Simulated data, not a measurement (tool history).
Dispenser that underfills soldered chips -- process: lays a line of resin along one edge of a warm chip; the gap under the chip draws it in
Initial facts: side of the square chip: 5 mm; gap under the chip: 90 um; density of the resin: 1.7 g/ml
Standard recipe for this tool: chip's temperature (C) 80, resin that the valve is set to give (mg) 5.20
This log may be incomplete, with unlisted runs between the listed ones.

run,hour,chip's temperature (C),resin that the valve is set to give (mg),time until the resin shows at the far edge (s),resin that the valve gave (mg)
1,0.0,80,5.20,8.9,4.99
# hour 1.4: dispensing valve cleaned and set on the balance
# hour 5.0: new syringe of resin
2,5.8,80,5.20,7.1,5.26
3,11.6,80,5.20,8.5,5.18
# hour 13.9: new syringe of resin
4,16.0,80,5.20,7.4,5.15
5,18.9,80,5.20,8.6,5.20
# hour 22.9: new syringe of resin
6,23.3,80,5.20,6.8,5.15
7,29.8,80,5.20,9.2,5.15
# hour 31.5: new syringe of resin
8,35.1,80,4.55,8.2,4.51
# hour 40.2: new syringe of resin
9,41.6,89,4.92,5.3,4.89
10,47.0,94,4.67,4.5,4.64
# hour 48.9: new syringe of resin
11,50.9,78,5.67,7.7,5.58
12,54.1,78,5.67,9.1,5.56
# hour 57.5: new syringe of resin
13,61.0,72,6.39,11.4,6.27
# hour 66.2: new syringe of resin
14,66.3,71,5.20,10.1,5.14
15,71.6,71,5.20,13.6,5.11

Below, each run's measurement less what the same run would have read without the hidden state. Both values contain the same run-to-run variation, but the gauge's scatter may not be the same in both:
Hidden state present: resin's viscosity, % of fresh resin's; dose that the valve gives, % of what is set; true chip temperature over the reading, C; drift of the gauge itself on fill_s, %; drift of the gauge itself on given_mg, %.
run,time until the resin shows at the far edge (s),resin that the valve gave (mg)
1,+1.8,-0.23
2,+0.2,+0.00
3,+2.5,-0.01
4,+0.7,-0.02
5,+1.9,-0.02
6,+0.1,-0.02
7,+2.7,-0.03
8,+1.3,-0.04
9,+0.3,-0.05
10,+1.6,-0.05
11,+0.6,-0.07
12,+2.0,-0.08
13,+1.6,-0.09
14,+0.0,-0.09
15,+3.0,-0.08
